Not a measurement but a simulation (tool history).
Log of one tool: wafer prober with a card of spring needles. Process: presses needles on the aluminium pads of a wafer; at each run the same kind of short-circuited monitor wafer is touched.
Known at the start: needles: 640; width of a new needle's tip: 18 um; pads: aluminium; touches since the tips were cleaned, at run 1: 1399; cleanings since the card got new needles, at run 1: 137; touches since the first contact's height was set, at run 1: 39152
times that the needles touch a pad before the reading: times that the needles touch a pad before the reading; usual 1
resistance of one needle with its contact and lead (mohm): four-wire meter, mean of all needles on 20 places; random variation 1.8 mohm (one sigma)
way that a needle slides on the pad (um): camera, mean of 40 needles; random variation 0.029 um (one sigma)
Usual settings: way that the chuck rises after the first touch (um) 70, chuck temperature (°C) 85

run   hour  way that the chuck rises after the first touch (um)  chuck temperature (°C)  times that the needles touch a pad before the reading  touches since the tips were cleaned  cleanings since the card got new needles  touches since the first contact's height was set  resistance of one needle with its contact and lead (mohm)  way that a needle slides on the pad (um)
  1    0.0                                                   70                      85                                                      1                                 1399                                       137                                             39152                                                        220                                     14.53
       5.5  -- tips cleaned on abrasive film
      14.7  -- tips cleaned on abrasive film
      23.7  -- tips cleaned on abrasive film
  2   23.7                                                   70                      28                                                      1                                    0                                       140                                             51459                                                        184                                     14.48
      33.2  -- tips cleaned on abrasive film
      42.6  -- tips cleaned on abrasive film
  3   43.4                                                   70                      85                                                      1                                  435                                       142                                             61685                                                        201                                     14.44
      51.1  -- tips cleaned on abrasive film
      60.5  -- tips cleaned on abrasive film
      70.1  -- tips cleaned on abrasive film
  4   77.4                                                   70                      85                                                      1                                 3844                                       145                                             79366                                                        233                                     14.47
      79.4  -- tips cleaned on abrasive film
      87.1  -- tips cleaned on abrasive film
      95.6  -- tips cleaned on abrasive film
  5   95.6                                                   70                      85                                                      1                                    0                                       148                                             88776                                                        200                                     14.36
     104.9  -- tips cleaned on abrasive film
     114.1  -- tips cleaned on abrasive film
     123.4  -- tips cleaned on abrasive film
  6  124.6                                                   70                      85                                                      1                                  657                                       151                                            103846                                                        206                                     14.33
     126.8  -- height of the first contact set anew
     132.5  -- tips cleaned on abrasive film
     141.9  -- tips cleaned on abrasive film
  7  148.7                                                   70                      85                                                      1                                 3609                                       153                                             11403                                                        226                                     14.57
     150.7  -- tips cleaned on abrasive film
     160.0  -- tips cleaned on abrasive film
     168.7  -- tips cleaned on abrasive film
     177.9  -- tips cleaned on abrasive film
  8  178.2                                                   70                      85                                                      1                                  183                                       157                                             26675                                                        198                                     14.53
     185.7  -- tips cleaned on abrasive film
     195.2  -- tips cleaned on abrasive film
  9  199.4                                                   70                      85                                                      1                                 2221                                       159                                             37707                                                        227                                     14.51
     203.1  -- tips cleaned on abrasive film
     212.3  -- tips cleaned on abrasive film
 10  215.0                                                   70                      85                                                      1                                 1459                                       161                                             45790                                                        214                                     14.52
     220.7  -- tips cleaned on abrasive film
     230.1  -- tips cleaned on abrasive film
     239.5  -- tips cleaned on abrasive film
     248.6  -- tips cleaned on abrasive film
 11  251.1                                                   70                      85                                                      1                                 1361                                       165                                             64532                                                        214                                     14.46
     256.9  -- tips cleaned on abrasive film
     266.4  -- tips cleaned on abrasive film
 12  273.9                                                   70                      85                                                      1                                 3963                                       167                                             76379                                                        231                                     14.41
     275.9  -- tips cleaned on abrasive film
     285.1  -- tips cleaned on abrasive film
     294.7  -- tips cleaned on abrasive film
     304.2  -- tips cleaned on abrasive film
 13  306.6                                                   70                      85                                                      1                                 1292                                       171                                             93351                                                        218                                     14.37
     312.1  -- tips cleaned on abrasive film
     321.4  -- tips cleaned on abrasive film
 14  323.2                                                   70                      85                                                      1                                  912                                       173                                            101928                                                        211                                     14.38
     327.3  -- height of the first contact set anew
     330.9  -- tips cleaned on abrasive film
     340.2  -- tips cleaned on abrasive film
 15  341.6                                                   70                      85                                                      1                                  706                                       175                                              7397                                                        207                                     14.62
     349.2  -- tips cleaned on abrasive film
     358.5  -- tips cleaned on abrasive film
 16  361.0                                                   70                      43                                                      1                                 1317                                       177                                             17486                                                        205                                     14.52
     366.7  -- tips cleaned on abrasive film
     376.0  -- tips cleaned on abrasive film
     385.2  -- tips cleaned on abrasive film
     394.6  -- tips cleaned on abrasive film
 17  398.3                                                   61                      29                                                      1                                 1945                                       181                                             36895                                                        228                                     12.63
     404.1  -- tips cleaned on abrasive film
     413.4  -- tips cleaned on abrasive film
     422.7  -- tips cleaned on abrasive film
 18  423.2                                                   61                      29                                                      1                                  269                                       184                                             49809                                                        197                                     12.55
     430.8  -- tips cleaned on abrasive film
     440.4  -- tips cleaned on abrasive film
 19  442.0                                                   68                      62                                                      3                                  867                                       186                                             59555                                                        196                                     13.98
     449.7  -- tips cleaned on abrasive film
     459.1  -- tips cleaned on abrasive film
     468.6  -- tips cleaned on abrasive film
     476.4  -- tips cleaned on abrasive film
 20  476.4                                                   63                      59                                                      3                                    0                                       190                                             77380                                                        190                                     12.94
     485.8  -- tips cleaned on abrasive film
     495.0  -- tips cleaned on abrasive film
 21  499.8                                                   63                      59                                                      3                                 2520                                       192                                             89604                                                        205                                     12.90
     503.7  -- tips cleaned on abrasive film
     513.2  -- tips cleaned on abrasive film
     521.0  -- tips cleaned on abrasive film
 22  521.0                                                   63                      59                                                      3                                    0                                       195                                            100553                                                        194                                     12.88
     528.7  -- height of the first contact set anew
     530.7  -- tips cleaned on abrasive film
     538.4  -- tips cleaned on abrasive film
     547.9  -- tips cleaned on abrasive film
     556.9  -- tips cleaned on abrasive film
 23  556.9                                                   59                     103                                                      3                                    0                                       199                                             14592                                                        208                                     12.32
     564.6  -- tips cleaned on abrasive film
     574.1  -- tips cleaned on abrasive film
 24  580.4                                                   54                      71                                                      2                                 3298                                       201                                             26833                                                        240                                     11.16
     582.1  -- tips cleaned on abrasive film
     591.4  -- tips cleaned on abrasive film
     600.5  -- tips cleaned on abrasive film
     609.8  -- tips cleaned on abrasive film
 25  611.7                                                   56                      85                                                      2                                 1025                                       205                                             43057                                                        215                                     11.57
     617.5  -- tips cleaned on abrasive film
     627.0  -- tips cleaned on abrasive film
     636.4  -- tips cleaned on abrasive film
 26  643.2                                                   69                      79                                                      3                                 3568                                       208                                             59431                                                        209                                     14.24
     645.2  -- tips cleaned on abrasive film
     654.8  -- tips cleaned on abrasive film
     662.4  -- tips cleaned on abrasive film
     671.8  -- tips cleaned on abrasive film
     679.6  -- tips cleaned on abrasive film
 27  679.6                                                   69                      79                                                      3                                    0                                       213                                             78289                                                        194                                     14.15

4 ways to go on from here, each from the tool as it stands after run 27. What would each give?
     689.0  -- tips cleaned on abrasive film
     697.7  -- tips cleaned on abrasive film
     707.3  -- tips cleaned on abrasive film
  A  708.2                                                   50                      61                                                      1                                  475                                       216                                             93126                                                          ?                                         ?
     689.0  -- tips cleaned on abrasive film
     697.7  -- tips cleaned on abrasive film
     707.3  -- tips cleaned on abrasive film
  B  708.2                                                   55                      46                                                      1                                  475                                       216                                             93126                                                          ?                                         ?
     689.0  -- tips cleaned on abrasive film
     697.7  -- tips cleaned on abrasive film
     707.3  -- tips cleaned on abrasive film
  C  708.2                                                   65                      79                                                      3                                  475                                       216                                             93126                                                          ?                                         ?
     689.0  -- tips cleaned on abrasive film
     697.7  -- tips cleaned on abrasive film
     707.3  -- tips cleaned on abrasive film
  D  708.2                                                   52                      75                                                      2                                  475                                       216                                             93126                                                          ?                                         ?

run  resistance of one needle with its contact and lead (mohm)  way that a needle slides on the pad (um)
  A                                                        221                                     10.17
  B                                                        211                                     11.18
  C                                                        202                                     13.29
  D                                                        214                                     10.58
Without the tool's hidden state the same runs would have given:
run  resistance of one needle with its contact and lead (mohm)  way that a needle slides on the pad (um)
  A                                                        189                                     10.44
  B                                                        184                                     11.46
  C                                                        192                                     13.56
  D                                                        193                                     10.86

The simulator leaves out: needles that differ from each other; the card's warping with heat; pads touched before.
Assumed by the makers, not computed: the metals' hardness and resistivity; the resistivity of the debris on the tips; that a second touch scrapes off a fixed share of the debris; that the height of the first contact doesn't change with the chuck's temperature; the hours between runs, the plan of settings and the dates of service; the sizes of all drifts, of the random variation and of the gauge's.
